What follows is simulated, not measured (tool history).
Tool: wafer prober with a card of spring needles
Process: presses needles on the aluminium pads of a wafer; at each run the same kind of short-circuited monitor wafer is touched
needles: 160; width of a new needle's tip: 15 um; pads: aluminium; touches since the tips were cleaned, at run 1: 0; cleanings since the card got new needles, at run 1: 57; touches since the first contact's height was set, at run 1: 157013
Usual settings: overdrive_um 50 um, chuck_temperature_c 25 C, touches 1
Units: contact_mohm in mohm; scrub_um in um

run     day  overdrive_um  chuck_temperature_c  touches  touches since the tips were cleaned  cleanings since the card got new needles  touches since the first contact's height was set  contact_mohm  scrub_um
  1       0            50                   25        1                                    0                                        57                                            157013           167      10.4
      0.575  -- tips cleaned on abrasive film
  2   0.608            50                   25        1                                  150                                        58                                            159664           169     10.41
        1.2  -- tips cleaned on abrasive film
  3   1.458            50                   43        1                                 1141                                        59                                            163366           169     10.41
      1.783  -- tips cleaned on abrasive film
  4   2.258            50                   43        1                                 2090                                        60                                            166847           170     10.36
      2.417  -- tips cleaned on abrasive film
  5   2.933            50                   71        1                                 2252                                        61                                            169770           178     10.48
      2.992  -- tips cleaned on abrasive film
      3.579  -- tips cleaned on abrasive film
  6   3.654            50                   52        1                                  343                                        63                                            172899           176     10.34
      4.208  -- tips cleaned on abrasive film
  7   4.717            70                   25        1                                 2225                                        64                                            177525           164     14.56
      4.788  -- tips cleaned on abrasive film
        5.4  -- tips cleaned on abrasive film
  8   5.538            50                   44        1                                  607                                        66                                            181079           172     10.22
      5.988  -- tips cleaned on abrasive film
  9   6.175            50                   25        3                                  821                                        67                                            183857           169     10.48
      6.604  -- tips cleaned on abrasive film
      7.225  -- tips cleaned on abrasive film
 10   7.267            50                   25        3                                  184                                        69                                            188598           168     10.52
 11   7.725            50                   25        3                                 2174                                        69                                            190588           170     10.29
      7.842  -- tips cleaned on abrasive film
 12   8.208            50                   25        3                                 1617                                        70                                            192698           170     10.36
      8.438  -- tips cleaned on abrasive film
      9.075  -- tips cleaned on abrasive film
 13   9.112            50                   49        1                                  163                                        72                                            196611           170      10.4
        9.7  -- tips cleaned on abrasive film
 14     9.8            50                   25        1                                  435                                        73                                            199600           172     10.23
     10.321  -- tips cleaned on abrasive film
 15  10.425            50                   25        1                                  457                                        74                                            202327           167     10.46
     10.662  -- height of the first contact set anew
     10.979  -- tips cleaned on abrasive film
 16  11.504            50                   25        2                                 2284                                        75                                              3660           170     10.22
       11.6  -- tips cleaned on abrasive film
     12.246  -- tips cleaned on abrasive film
 17  12.375            45                   59        1                                  576                                        77                                              7445           179      9.34
     12.862  -- tips cleaned on abrasive film
     13.462  -- tips cleaned on abrasive film
 18  13.462            50                  111        1                                    0                                        79                                             12161           186     10.23
     14.096  -- tips cleaned on abrasive film
 19  14.246            50                   33        1                                  653                                        80                                             15575           169     10.28
     14.729  -- tips cleaned on abrasive film
     15.346  -- tips cleaned on abrasive film
 20  15.346            50                   63        2                                    0                                        82                                             20356           176     10.34
     15.946  -- tips cleaned on abrasive film
 21  15.946            67                   52        1                                    0                                        83                                             22951           167     13.71
     16.608  -- tips cleaned on abrasive film
 22  16.608            67                   52        1                                    0                                        84                                             25836           167     13.92
     17.225  -- tips cleaned on abrasive film
 23  17.471            47                   25        1                                 1060                                        85                                             29585           172      9.66
     17.867  -- tips cleaned on abrasive film
 24  17.938            47                   25        1                                  318                                        86                                             31624           170      9.72
     18.471  -- tips cleaned on abrasive film
 25  18.888            33                   25        3                                 1817                                        87                                             35747           177       6.8
     19.046  -- tips cleaned on abrasive film
 26  19.417            33                   25        3                                 1612                                        88                                             38049           181      6.78
     19.629  -- tips cleaned on abrasive film
     20.258  -- tips cleaned on abrasive film
 27  20.296            47                   94        1                                  168                                        90                                             41871           185       9.6

Run 28 comes next. What will it give?
     20.892  -- tips cleaned on abrasive film
 28  20.962            49                   48        1                                  310                                        91                                             44769             ?         ?

Run 28 gave contact_mohm 177 mohm, scrub_um 10.06 um.
Without the tool's hidden state the same run would have given contact_mohm 177 mohm, scrub_um 10.27 um.

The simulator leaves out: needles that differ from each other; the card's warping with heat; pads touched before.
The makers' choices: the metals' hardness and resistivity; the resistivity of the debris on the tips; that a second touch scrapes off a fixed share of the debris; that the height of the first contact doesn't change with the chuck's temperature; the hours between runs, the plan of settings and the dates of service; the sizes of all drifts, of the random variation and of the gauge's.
